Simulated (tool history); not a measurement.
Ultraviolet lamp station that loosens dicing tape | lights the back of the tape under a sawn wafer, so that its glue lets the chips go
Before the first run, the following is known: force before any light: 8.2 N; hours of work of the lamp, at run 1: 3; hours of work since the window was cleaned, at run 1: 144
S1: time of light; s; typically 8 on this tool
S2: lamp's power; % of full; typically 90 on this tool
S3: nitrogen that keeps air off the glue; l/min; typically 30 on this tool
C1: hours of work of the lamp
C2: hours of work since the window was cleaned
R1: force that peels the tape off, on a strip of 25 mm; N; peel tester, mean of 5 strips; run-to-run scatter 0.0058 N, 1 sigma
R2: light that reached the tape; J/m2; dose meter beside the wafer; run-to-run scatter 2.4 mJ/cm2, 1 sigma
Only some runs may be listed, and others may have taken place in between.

run,hour,S1,S2,S3,C1,C2,R1,R2
1,0,8,90,30,3,144,0.14,2510
2,19.7,8,90,30,17,158,0.135,2520
3,39,8,90,30,31,172,0.144,2530
4,47.4,8,90,30,37,178,0.145,2500
5,64.9,13,90,30,49,191,0.1,4150
6,76.4,9,90,30,58,199,0.119,2830
7,90,8,90,30,68,209,0.148,2560
8,103.7,8,90,30,78,219,0.145,2540
9,116.9,8,90,30,87,228,0.149,2510
10,127.5,8,90,30,95,236,0.149,2540
11,144,8,90,30,107,248,0.145,2530
12,162.5,8,65,30,120,261,0.346,1820
13,181.6,16,90,30,134,275,0.086,5110
14,197.1,8,70,30,145,286,0.282,2010
15,208.6,12,91,32,153,295,0.082,3890
16,228.6,5,71,32,168,309,0.806,1230
17,247.6,14,84,12,182,323,0.096,4150
18,262.7,10,95,30,193,334,0.088,3290
19,275.3,10,95,30,202,343,0.089,3350
20,284.4,10,95,30,208,349,0.094,3360
21,300.4,13,90,30,220,361,0.089,4120
22,313.3,13,90,30,229,370,0.071,4140
23,323.1,8,70,16,236,377,0.385,1990
# hour 324.9: window cleaned of glue's vapour
24,342.9,7,70,16,250,13,0.574,1760
25,357.8,7,70,16,261,24,0.541,1740
26,367.7,7,70,16,268,31,0.559,1740
27,385.4,11,90,30,281,44,0.095,3460

4 ways to go on from here, each from the tool as it stands after run 27. What would each give?
A,400,8,85,28,292,54,?,?
B,400,8,88,30,292,54,?,?
C,400,4,99,17,292,54,?,?
D,400,8,63,30,292,54,?,?

run,R1,R2
A,0.169,2400
B,0.16,2460
C,0.864,1390
D,0.38,1810
The same runs, with their run-to-run variation unchanged, on a tool lacking any hidden condition would have given:
run,R1,R2
A,0.169,2400
B,0.159,2460
C,0.862,1390
D,0.38,1810
